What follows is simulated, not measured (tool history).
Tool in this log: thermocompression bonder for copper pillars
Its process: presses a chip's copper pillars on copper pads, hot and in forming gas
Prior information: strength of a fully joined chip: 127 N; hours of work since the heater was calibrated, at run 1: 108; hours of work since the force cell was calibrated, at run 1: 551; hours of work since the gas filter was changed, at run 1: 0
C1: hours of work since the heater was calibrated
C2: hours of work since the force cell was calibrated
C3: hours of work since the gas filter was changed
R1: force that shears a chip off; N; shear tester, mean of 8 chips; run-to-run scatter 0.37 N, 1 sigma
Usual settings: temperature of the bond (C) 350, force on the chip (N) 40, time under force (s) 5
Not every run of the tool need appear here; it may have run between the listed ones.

Run 1, hour 0: usual settings; C1 108; C2 551; C3 0. Result: R1 75.2 N.
Run 2, hour 21.2: usual settings; C1 121; C2 565; C3 14. Result: R1 74.6 N.
Run 3, hour 73: usual settings but force on the chip (N) 30; C1 155; C2 598; C3 47. Result: R1 59.2 N.
Run 4, hour 115.3: usual settings; C1 182; C2 626; C3 74. Result: R1 74.5 N.
Run 5, hour 163.3: usual settings but time under force (s) 9; C1 213; C2 657; C3 105. Result: R1 87.7 N.
Run 6, hour 187.8: usual settings but force on the chip (N) 33; C1 229; C2 672; C3 121. Result: R1 64.1 N.
Run 7, hour 218.5: usual settings but temperature of the bond (C) 368, force on the chip (N) 53, time under force (s) 3; C1 249; C2 692; C3 141. Result: R1 88.4 N.
Run 8, hour 249.1: usual settings but force on the chip (N) 60; C1 268; C2 712; C3 161. Result: R1 96.5 N.
Run 9, hour 283.5: usual settings but force on the chip (N) 60; C1 291; C2 734; C3 183. Result: R1 96.4 N.
Run 10, hour 313.5: usual settings but temperature of the bond (C) 341, force on the chip (N) 38, time under force (s) 6; C1 310; C2 754; C3 202. Result: R1 70.6 N.
At hour 326.8: forming gas filter changed.
Run 11, hour 341.4: usual settings but force on the chip (N) 58; C1 328; C2 771; C3 9. Result: R1 93.8 N.

Forecast each of these 5 alternatives for the next run:
Run A, hour 393: usual settings but force on the chip (N) 58, time under force (s) 6; C1 361; C2 805; C3 43. Result: R1 ?.
Run B, hour 393: usual settings but temperature of the bond (C) 325, force on the chip (N) 38, time under force (s) 3; C1 361; C2 805; C3 43. Result: R1 ?.
Run C, hour 393: usual settings but temperature of the bond (C) 358, force on the chip (N) 58, time under force (s) 11; C1 361; C2 805; C3 43. Result: R1 ?.
Run D, hour 393: usual settings but temperature of the bond (C) 370, force on the chip (N) 39; C1 361; C2 805; C3 43. Result: R1 ?.
Run E, hour 393: usual settings but temperature of the bond (C) 358, force on the chip (N) 26; C1 361; C2 805; C3 43. Result: R1 ?.

run     R1
  A   97.4
  B   47.6
  C  112.4
  D   84.2
  E   55.9
Take away the tool's hidden state, keep each run's random variation, and the runs would have read:
run     R1
  A     98
  B   47.9
  C  113.2
  D   84.7
  E   56.2
